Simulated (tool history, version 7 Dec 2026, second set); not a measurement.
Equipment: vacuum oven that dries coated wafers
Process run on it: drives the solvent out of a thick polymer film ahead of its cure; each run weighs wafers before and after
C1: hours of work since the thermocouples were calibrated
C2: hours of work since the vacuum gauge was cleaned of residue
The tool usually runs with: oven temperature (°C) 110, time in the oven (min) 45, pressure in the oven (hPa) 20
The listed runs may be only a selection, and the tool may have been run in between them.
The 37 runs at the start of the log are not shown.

Run 38, hour 1933.2: usual settings but oven temperature (°C) 115, time in the oven (min) 74, pressure in the oven (hPa) 42.7; C1 243; C2 1180. Result: solvent left in the film (%) 6.84.
Run 39, hour 1973.8: usual settings but time in the oven (min) 62; C1 267; C2 1205. Result: solvent left in the film (%) 5.53.
Run 40, hour 2015.9: usual settings but time in the oven (min) 62; C1 293; C2 1231. Result: solvent left in the film (%) 5.52.
Run 41, hour 2091.6: usual settings but oven temperature (°C) 120, time in the oven (min) 57, pressure in the oven (hPa) 15.6; C1 339; C2 1277. Result: solvent left in the film (%) 2.88.
Run 42, hour 2140.5: usual settings but oven temperature (°C) 120, time in the oven (min) 57, pressure in the oven (hPa) 15.6; C1 369; C2 1307. Result: solvent left in the film (%) 2.87.
Run 43, hour 2204.9: usual settings but oven temperature (°C) 106; C1 408; C2 1346. Result: solvent left in the film (%) 8.01.
At hour 2224.7: vacuum gauge cleaned of residue and calibrated.
Run 44, hour 2270.1: usual settings but oven temperature (°C) 106, time in the oven (min) 44, pressure in the oven (hPa) 64.5; C1 447; C2 28. Result: solvent left in the film (%) 13.73.
Run 45, hour 2325.8: usual settings but oven temperature (°C) 106, time in the oven (min) 44, pressure in the oven (hPa) 64.5; C1 481; C2 62. Result: solvent left in the film (%) 13.73.
Run 46, hour 2383: usual settings but oven temperature (°C) 116, time in the oven (min) 44, pressure in the oven (hPa) 64.5; C1 516; C2 96. Result: solvent left in the film (%) 9.56.
Run 47, hour 2419.2: usual settings but oven temperature (°C) 116, time in the oven (min) 44, pressure in the oven (hPa) 64.5; C1 538; C2 119. Result: solvent left in the film (%) 9.83.

Forecast each of these 4 alternatives for the next run:
Run A, hour 2496.3: usual settings but oven temperature (°C) 100, time in the oven (min) 68, pressure in the oven (hPa) 32.7; C1 585; C2 166. Result: solvent left in the film (%) ?.
Run B, hour 2496.3: usual settings but oven temperature (°C) 113, time in the oven (min) 25, pressure in the oven (hPa) 50.4; C1 585; C2 166. Result: solvent left in the film (%) ?.
Run C, hour 2496.3: usual settings but oven temperature (°C) 105, time in the oven (min) 73, pressure in the oven (hPa) 48.5; C1 585; C2 166. Result: solvent left in the film (%) ?.
Run D, hour 2496.3: usual settings but oven temperature (°C) 116, time in the oven (min) 44, pressure in the oven (hPa) 21.5; C1 585; C2 166. Result: solvent left in the film (%) ?.

run  solvent left in the film (%)
  A                         10.46
  B                         10.67
  C                         10.86
  D                          4.55
What these runs would have given with no unlogged condition in the tool:
run  solvent left in the film (%)
  A                          9.78
  B                         10.09
  C                         10.18
  D                          4.09
